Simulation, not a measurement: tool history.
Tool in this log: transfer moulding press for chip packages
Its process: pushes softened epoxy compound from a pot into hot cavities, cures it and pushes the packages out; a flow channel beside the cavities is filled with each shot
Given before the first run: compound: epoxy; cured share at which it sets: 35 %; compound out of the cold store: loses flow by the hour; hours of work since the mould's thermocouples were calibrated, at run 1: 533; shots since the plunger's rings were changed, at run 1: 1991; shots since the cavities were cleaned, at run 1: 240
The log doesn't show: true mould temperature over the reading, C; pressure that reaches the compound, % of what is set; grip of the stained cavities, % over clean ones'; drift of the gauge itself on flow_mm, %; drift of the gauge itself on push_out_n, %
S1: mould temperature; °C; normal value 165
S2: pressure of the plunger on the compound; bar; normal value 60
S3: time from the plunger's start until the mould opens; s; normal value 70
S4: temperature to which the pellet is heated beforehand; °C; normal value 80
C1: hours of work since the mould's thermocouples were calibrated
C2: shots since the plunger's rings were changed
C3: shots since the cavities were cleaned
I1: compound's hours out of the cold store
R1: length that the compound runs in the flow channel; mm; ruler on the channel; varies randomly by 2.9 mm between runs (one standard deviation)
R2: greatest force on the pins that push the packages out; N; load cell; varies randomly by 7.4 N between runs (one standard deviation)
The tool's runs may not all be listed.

{"run": 1, "hour": 0.0, "S1": 165, "S2": 60, "S3": 70, "S4": 80, "C1": 533, "C2": 1991, "C3": 240, "I1": 33.4, "R1": 559, "R2": 469}
{"hour": 32.1, "done": "cavities cleaned with cleaning compound and waxed"}
{"run": 2, "hour": 54.9, "S1": 165, "S2": 60, "S3": 70, "S4": 83, "C1": 562, "C2": 2646, "C3": 279, "I1": 34.9, "R1": 550, "R2": 460}
{"hour": 81.3, "done": "cavities cleaned with cleaning compound and waxed"}
{"run": 3, "hour": 109.9, "S1": 165, "S2": 60, "S3": 65, "S4": 83, "C1": 590, "C2": 3303, "C3": 352, "I1": 35.2, "R1": 549, "R2": 606}
{"hour": 134.4, "done": "cavities cleaned with cleaning compound and waxed"}
{"run": 4, "hour": 135.3, "S1": 165, "S2": 54.7, "S3": 70, "S4": 80, "C1": 603, "C2": 3596, "C3": 12, "I1": 40.6, "R1": 499, "R2": 351}
{"hour": 142.7, "done": "plunger's sealing rings changed"}
{"hour": 187.8, "done": "cavities cleaned with cleaning compound and waxed"}
{"run": 5, "hour": 197.2, "S1": 165, "S2": 60, "S3": 70, "S4": 80, "C1": 634, "C2": 650, "C3": 115, "I1": 30.4, "R1": 580, "R2": 415}
{"hour": 237.8, "done": "cavities cleaned with cleaning compound and waxed"}
{"run": 6, "hour": 243.9, "S1": 165, "S2": 60, "S3": 70, "S4": 80, "C1": 659, "C2": 1205, "C3": 74, "I1": 38.5, "R1": 547, "R2": 351}
{"hour": 290.0, "done": "cavities cleaned with cleaning compound and waxed"}
{"run": 7, "hour": 290.0, "S1": 165, "S2": 60, "S3": 70, "S4": 80, "C1": 683, "C2": 1752, "C3": 0, "I1": 21.8, "R1": 600, "R2": 338}
{"run": 8, "hour": 314.8, "S1": 165, "S2": 60, "S3": 70, "S4": 80, "C1": 696, "C2": 2057, "C3": 305, "I1": 46.4, "R1": 520, "R2": 459}
{"hour": 341.0, "done": "cavities cleaned with cleaning compound and waxed"}
{"run": 9, "hour": 372.7, "S1": 165, "S2": 60, "S3": 70, "S4": 80, "C1": 726, "C2": 2749, "C3": 389, "I1": 29.7, "R1": 566, "R2": 553}
{"hour": 378.3, "done": "mould's thermocouples calibrated"}
{"hour": 393.7, "done": "cavities cleaned with cleaning compound and waxed"}
{"run": 10, "hour": 431.4, "S1": 167, "S2": 52.3, "S3": 70, "S4": 80, "C1": 28, "C2": 3427, "C3": 463, "I1": 37.9, "R1": 494, "R2": 504}
{"hour": 445.8, "done": "cavities cleaned with cleaning compound and waxed"}
{"hour": 455.9, "done": "plunger's sealing rings changed"}
{"run": 11, "hour": 480.1, "S1": 168, "S2": 60, "S3": 70, "S4": 80, "C1": 52, "C2": 297, "C3": 390, "I1": 24.6, "R1": 589, "R2": 456}
{"hour": 498.6, "done": "cavities cleaned with cleaning compound and waxed"}
{"run": 12, "hour": 523.9, "S1": 168, "S2": 60, "S3": 100, "S4": 71, "C1": 75, "C2": 816, "C3": 310, "I1": 29.2, "R1": 571, "R2": 317}
{"hour": 550.9, "done": "cavities cleaned with cleaning compound and waxed"}
{"run": 13, "hour": 558.7, "S1": 168, "S2": 60, "S3": 100, "S4": 71, "C1": 93, "C2": 1225, "C3": 96, "I1": 27.7, "R1": 572, "R2": 258}

Run 14 has not been measured yet. What should we expect?
{"hour": 586.9, "done": "mould's thermocouples calibrated, once more"}
{"hour": 604.8, "done": "cavities cleaned with cleaning compound and waxed"}
{"run": 14, "hour": 613.8, "S1": 163, "S2": 60, "S3": 108, "S4": 71, "C1": 14, "C2": 1858, "C3": 110, "I1": 44.4, "R1": "?", "R2": "?"}

Run 14 measured R1 527 mm, R2 266 N.
Had the tool carried no hidden state, the very same run would have given R1 537 mm, R2 221 N.
